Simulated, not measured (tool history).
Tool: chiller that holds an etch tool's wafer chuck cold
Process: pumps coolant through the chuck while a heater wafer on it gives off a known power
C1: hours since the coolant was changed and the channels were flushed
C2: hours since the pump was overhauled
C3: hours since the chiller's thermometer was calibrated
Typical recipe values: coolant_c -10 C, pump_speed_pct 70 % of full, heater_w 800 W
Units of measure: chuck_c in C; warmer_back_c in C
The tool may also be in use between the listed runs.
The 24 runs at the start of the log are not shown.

run 25 hour=1151.1 | coolant_c=-10 pump_speed_pct=76 heater_w=528 | C1=905 C2=3038 C3=3723 | chuck_c=-4 warmer_back_c=2.49
-- hour=1213.5 chiller's thermometer calibrated
run 26 hour=1213.5 | coolant_c=-10 pump_speed_pct=88 heater_w=612 | C1=967 C2=3100 C3=0 | chuck_c=-3.9 warmer_back_c=2.57
run 27 hour=1245.9 | coolant_c=-10 pump_speed_pct=88 heater_w=612 | C1=999 C2=3132 C3=32 | chuck_c=-3.7 warmer_back_c=2.51
run 28 hour=1287.2 | coolant_c=-15 pump_speed_pct=88 heater_w=797 | C1=1040 C2=3173 C3=74 | chuck_c=-6.9 warmer_back_c=3.24
run 29 hour=1326.1 | coolant_c=-15 pump_speed_pct=88 heater_w=797 | C1=1079 C2=3212 C3=113 | chuck_c=-7 warmer_back_c=3.32
run 30 hour=1379.1 | coolant_c=-15 pump_speed_pct=88 heater_w=797 | C1=1132 C2=3265 C3=166 | chuck_c=-7 warmer_back_c=3.29
run 31 hour=1414.5 | coolant_c=-13 pump_speed_pct=66 heater_w=879 | C1=1168 C2=3301 C3=201 | chuck_c=-2.3 warmer_back_c=4.8
run 32 hour=1464.7 | coolant_c=-13 pump_speed_pct=66 heater_w=879 | C1=1218 C2=3351 C3=251 | chuck_c=-2.3 warmer_back_c=4.83

Each row is a separate what-if for the run after 32, all from the same tool condition, not one after another. Results?
run A hour=1508 | coolant_c=-12 pump_speed_pct=66 heater_w=879 | C1=1261 C2=3394 C3=295 | chuck_c=? warmer_back_c=?
run B hour=1508 | coolant_c=-13 pump_speed_pct=97 heater_w=879 | C1=1261 C2=3394 C3=295 | chuck_c=? warmer_back_c=?
run C hour=1508 | coolant_c=-1 pump_speed_pct=66 heater_w=879 | C1=1261 C2=3394 C3=295 | chuck_c=? warmer_back_c=?

run=A chuck_c=-1.4 warmer_back_c=4.79
run=B chuck_c=-4.6 warmer_back_c=3.33
run=C chuck_c=9.5 warmer_back_c=4.79
Stripped of hidden state, with their random variation kept, the same runs would have yielded:
run=A chuck_c=-1.5 warmer_back_c=4.79
run=B chuck_c=-4.6 warmer_back_c=3.32
run=C chuck_c=9.5 warmer_back_c=4.78

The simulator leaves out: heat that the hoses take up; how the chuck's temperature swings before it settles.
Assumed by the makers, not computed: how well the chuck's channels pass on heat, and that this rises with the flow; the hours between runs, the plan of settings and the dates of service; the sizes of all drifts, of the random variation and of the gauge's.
